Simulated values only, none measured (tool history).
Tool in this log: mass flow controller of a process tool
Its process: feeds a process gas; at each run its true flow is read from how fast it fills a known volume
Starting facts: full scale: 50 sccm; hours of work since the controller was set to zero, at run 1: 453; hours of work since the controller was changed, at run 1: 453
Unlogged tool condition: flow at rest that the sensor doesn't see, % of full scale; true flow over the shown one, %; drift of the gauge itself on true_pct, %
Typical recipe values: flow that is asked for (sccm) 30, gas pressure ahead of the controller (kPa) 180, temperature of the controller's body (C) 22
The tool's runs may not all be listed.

| run | hour | flow that is asked for (sccm) | gas pressure ahead of the controller (kPa) | temperature of the controller's body (C) | hours of work since the controller was set to zero | hours of work since the controller was changed | true flow (%) |
|---|---|---|---|---|---|---|---|
| 1 | 0.0 | 30 | 180 | 22 | 453 | 453 | 99.33 |
| 2 | 46.3 | 35 | 180 | 22 | 468 | 468 | 99.40 |
| 3 | 104.4 | 30 | 180 | 37 | 488 | 488 | 101.05 |
| 4 | 176.1 | 30 | 180 | 37 | 512 | 512 | 101.06 |
| 5 | 224.3 | 30 | 229 | 22 | 529 | 529 | 99.86 |
| 6 | 300.1 | 30 | 180 | 24 | 554 | 554 | 99.71 |
| 7 | 337.2 | 5 | 238 | 39 | 567 | 567 | 102.44 |

The next listed run, before its measurement:
| 8 | 376.7 | 14 | 214 | 39 | 580 | 580 | ? |

true flow (%): 101.64
With no hidden state in the tool, this same run would have given true flow (%) 101.43.

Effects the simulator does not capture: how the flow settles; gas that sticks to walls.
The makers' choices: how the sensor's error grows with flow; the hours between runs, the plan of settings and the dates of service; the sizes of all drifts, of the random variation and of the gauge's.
